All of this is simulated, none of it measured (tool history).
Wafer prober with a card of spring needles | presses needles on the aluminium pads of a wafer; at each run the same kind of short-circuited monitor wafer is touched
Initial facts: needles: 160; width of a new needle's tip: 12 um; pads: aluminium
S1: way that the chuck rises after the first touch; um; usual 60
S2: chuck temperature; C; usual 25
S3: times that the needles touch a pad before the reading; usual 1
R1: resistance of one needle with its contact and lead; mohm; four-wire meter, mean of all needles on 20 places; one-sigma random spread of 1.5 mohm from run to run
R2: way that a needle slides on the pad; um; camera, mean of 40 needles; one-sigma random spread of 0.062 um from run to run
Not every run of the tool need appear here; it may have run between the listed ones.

| run | hour | S1 | S2 | S3 | R1 | R2 |
|---|---|---|---|---|---|---|
| 1 | 0 | 60 | 25 | 1 | 153 | 16.43 |
|  | 5.8 | tips cleaned on abrasive film |
|  | 13.5 | tips cleaned on abrasive film |
|  | 21.2 | tips cleaned on abrasive film |
|  | 30.8 | tips cleaned on abrasive film |
|  | 40.4 | tips cleaned on abrasive film |
|  | 50 | tips cleaned on abrasive film |
| 2 | 54.6 | 60 | 25 | 1 | 156 | 16.22 |
|  | 58.5 | tips cleaned on abrasive film |
|  | 66.2 | tips cleaned on abrasive film |
|  | 73.9 | tips cleaned on abrasive film |
|  | 83.5 | tips cleaned on abrasive film |
|  | 91.2 | tips cleaned on abrasive film |
|  | 98.9 | tips cleaned on abrasive film |
|  | 108.5 | tips cleaned on abrasive film |
|  | 118.1 | tips cleaned on abrasive film |
| 3 | 120.2 | 60 | 25 | 1 | 154 | 16.06 |
|  | 126 | tips cleaned on abrasive film |
|  | 133.7 | tips cleaned on abrasive film |
|  | 141.4 | tips cleaned on abrasive film |
|  | 149.1 | tips cleaned on abrasive film |
|  | 151.3 | height of the first contact set anew |
|  | 157.1 | tips cleaned on abrasive film |
|  | 166.7 | tips cleaned on abrasive film |
|  | 174.5 | tips cleaned on abrasive film |
| 4 | 174.7 | 60 | 48 | 1 | 146 | 16.73 |
|  | 182.4 | tips cleaned on abrasive film |
|  | 190.1 | tips cleaned on abrasive film |
|  | 197.8 | tips cleaned on abrasive film |
|  | 207.4 | tips cleaned on abrasive film |
| 5 | 208.5 | 60 | 48 | 1 | 148 | 16.48 |
|  | 216.3 | tips cleaned on abrasive film |
|  | 225.9 | tips cleaned on abrasive film |
|  | 233.6 | tips cleaned on abrasive film |
|  | 241.3 | tips cleaned on abrasive film |
|  | 249 | tips cleaned on abrasive film |
|  | 256.7 | tips cleaned on abrasive film |
|  | 264.4 | tips cleaned on abrasive film |
| 6 | 269.3 | 60 | 48 | 1 | 165 | 16.42 |
|  | 273.2 | tips cleaned on abrasive film |
|  | 282.8 | tips cleaned on abrasive film |
|  | 292.4 | tips cleaned on abrasive film |
|  | 300.1 | tips cleaned on abrasive film |
|  | 309.7 | tips cleaned on abrasive film |
|  | 317.4 | tips cleaned on abrasive film |
|  | 325.1 | tips cleaned on abrasive film |
| 7 | 330.9 | 60 | 32 | 1 | 168 | 16.12 |
|  | 332.9 | tips cleaned on abrasive film |
|  | 340.6 | tips cleaned on abrasive film |
|  | 350.2 | tips cleaned on abrasive film |
|  | 357.9 | tips cleaned on abrasive film |
| 8 | 363.8 | 60 | 32 | 1 | 171 | 16.12 |
|  | 365.8 | tips cleaned on abrasive film |
|  | 375.4 | tips cleaned on abrasive film |
|  | 385 | tips cleaned on abrasive film |
|  | 392.7 | tips cleaned on abrasive film |
|  | 402.3 | tips cleaned on abrasive film |
|  | 404.5 | height of the first contact set anew |
|  | 410.3 | tips cleaned on abrasive film |
| 9 | 414.8 | 60 | 32 | 2 | 154 | 16.73 |
|  | 418.7 | tips cleaned on abrasive film |
|  | 426.4 | tips cleaned on abrasive film |
|  | 434.1 | tips cleaned on abrasive film |
|  | 441.8 | tips cleaned on abrasive film |
|  | 451.5 | tips cleaned on abrasive film |
|  | 459.2 | tips cleaned on abrasive film |
|  | 466.9 | tips cleaned on abrasive film |
| 10 | 470.6 | 60 | 25 | 1 | 162 | 16.5 |
|  | 476.4 | tips cleaned on abrasive film |
|  | 486 | tips cleaned on abrasive film |
|  | 495.7 | tips cleaned on abrasive film |
|  | 505.3 | tips cleaned on abrasive film |
|  | 513 | tips cleaned on abrasive film |
|  | 520.7 | tips cleaned on abrasive film |
|  | 530.3 | tips cleaned on abrasive film |
| 11 | 530.3 | 60 | 25 | 1 | 143 | 16.27 |
|  | 538 | tips cleaned on abrasive film |
|  | 547.6 | tips cleaned on abrasive film |
|  | 557.2 | tips cleaned on abrasive film |
|  | 564.9 | tips cleaned on abrasive film |
|  | 574.5 | tips cleaned on abrasive film |
|  | 584.1 | tips cleaned on abrasive film |
| 12 | 587.6 | 68 | 39 | 2 | 151 | 18.44 |
|  | 593.4 | tips cleaned on abrasive film |
|  | 603 | tips cleaned on abrasive film |
|  | 610.8 | tips cleaned on abrasive film |
|  | 618.5 | tips cleaned on abrasive film |
| 13 | 624.1 | 60 | 39 | 2 | 161 | 16.09 |
|  | 628 | tips cleaned on abrasive film |
|  | 635.7 | tips cleaned on abrasive film |
|  | 643.4 | tips cleaned on abrasive film |
|  | 651.1 | tips cleaned on abrasive film |
|  | 659 | height of the first contact set anew |
|  | 661 | tips cleaned on abrasive film |
| 14 | 666 | 60 | 47 | 2 | 160 | 16.72 |
|  | 669.9 | tips cleaned on abrasive film |
|  | 677.6 | tips cleaned on abrasive film |
|  | 687.2 | tips cleaned on abrasive film |
|  | 696.8 | tips cleaned on abrasive film |
|  | 704.5 | tips cleaned on abrasive film |
|  | 712.2 | tips cleaned on abrasive film |
| 15 | 712.7 | 51 | 40 | 1 | 155 | 14 |
|  | 720.4 | tips cleaned on abrasive film |
|  | 728.1 | tips cleaned on abrasive film |
|  | 737.7 | tips cleaned on abrasive film |
|  | 747.3 | tips cleaned on abrasive film |
|  | 755 | tips cleaned on abrasive film |
|  | 764.6 | tips cleaned on abrasive film |
|  | 772.3 | tips cleaned on abrasive film |
|  | 780.3 | tips cleaned on abrasive film |
| 16 | 780.3 | 60 | 52 | 1 | 151 | 16.25 |
|  | 789.9 | tips cleaned on abrasive film |
|  | 799.5 | tips cleaned on abrasive film |
|  | 807.2 | tips cleaned on abrasive film |
|  | 814.9 | tips cleaned on abrasive film |
|  | 822.6 | tips cleaned on abrasive film |
| 17 | 830.2 | 61 | 121 | 1 | 188 | 16.53 |
|  | 832.2 | tips cleaned on abrasive film |
|  | 841.8 | tips cleaned on abrasive film |
|  | 849.5 | tips cleaned on abrasive film |
|  | 859.1 | tips cleaned on abrasive film |
|  | 866.8 | tips cleaned on abrasive film |
|  | 876.4 | tips cleaned on abrasive film |
|  | 886 | tips cleaned on abrasive film |
| 18 | 892.8 | 61 | 121 | 1 | 190 | 16.22 |
|  | 894.8 | tips cleaned on abrasive film |
|  | 902.6 | tips cleaned on abrasive film |
|  | 912.2 | tips cleaned on abrasive film |
|  | 912.5 | height of the first contact set anew |
|  | 920.2 | tips cleaned on abrasive film |
|  | 927.9 | tips cleaned on abrasive film |
|  | 935.6 | tips cleaned on abrasive film |
|  | 945.2 | tips cleaned on abrasive film |
|  | 952.9 | tips cleaned on abrasive film |
| 19 | 957.9 | 65 | 121 | 1 | 179 | 17.98 |
|  | 961.8 | tips cleaned on abrasive film |
|  | 969.5 | tips cleaned on abrasive film |
|  | 979.1 | tips cleaned on abrasive film |
|  | 988.7 | tips cleaned on abrasive film |
|  | 997.3 | tips cleaned on abrasive film |
| 20 | 997.3 | 72 | 121 | 3 | 154 | 19.87 |
|  | 1005 | tips cleaned on abrasive film |
|  | 1012.7 | tips cleaned on abrasive film |
|  | 1020.4 | tips cleaned on abrasive film |
|  | 1030 | tips cleaned on abrasive film |
|  | 1039.6 | tips cleaned on abrasive film |
|  | 1047.3 | tips cleaned on abrasive film |
|  | 1055 | tips cleaned on abrasive film |
|  | 1062.7 | tips cleaned on abrasive film |
| 21 | 1063.5 | 44 | 48 | 1 | 170 | 11.82 |

4 options for the next run, each taken on its own from the tool as it stands now. Forecast them:
|  | 1071.2 | tips cleaned on abrasive film |
|  | 1078.9 | tips cleaned on abrasive film |
|  | 1088.5 | tips cleaned on abrasive film |
|  | 1096.2 | tips cleaned on abrasive film |
|  | 1103.9 | tips cleaned on abrasive film |
|  | 1113.5 | tips cleaned on abrasive film |
| A | 1117.9 | 60 | 25 | 2 | ? | ? |
|  | 1071.2 | tips cleaned on abrasive film |
|  | 1078.9 | tips cleaned on abrasive film |
|  | 1088.5 | tips cleaned on abrasive film |
|  | 1096.2 | tips cleaned on abrasive film |
|  | 1103.9 | tips cleaned on abrasive film |
|  | 1113.5 | tips cleaned on abrasive film |
| B | 1117.9 | 60 | 33 | 2 | ? | ? |
|  | 1071.2 | tips cleaned on abrasive film |
|  | 1078.9 | tips cleaned on abrasive film |
|  | 1088.5 | tips cleaned on abrasive film |
|  | 1096.2 | tips cleaned on abrasive film |
|  | 1103.9 | tips cleaned on abrasive film |
|  | 1113.5 | tips cleaned on abrasive film |
| C | 1117.9 | 72 | 51 | 2 | ? | ? |
|  | 1071.2 | tips cleaned on abrasive film |
|  | 1078.9 | tips cleaned on abrasive film |
|  | 1088.5 | tips cleaned on abrasive film |
|  | 1096.2 | tips cleaned on abrasive film |
|  | 1103.9 | tips cleaned on abrasive film |
|  | 1113.5 | tips cleaned on abrasive film |
| D | 1117.9 | 44 | 48 | 3 | ? | ? |

| run | R1 | R2 |
|---|---|---|
| A | 159 | 16.08 |
| B | 163 | 16.14 |
| C | 155 | 19.47 |
| D | 174 | 11.6 |
The same runs, with their run-to-run variation unchanged, on a tool lacking any hidden condition would have given:
| run | R1 | R2 |
|---|---|---|
| A | 136 | 16.73 |
| B | 139 | 16.79 |
| C | 138 | 20.12 |
| D | 147 | 12.25 |
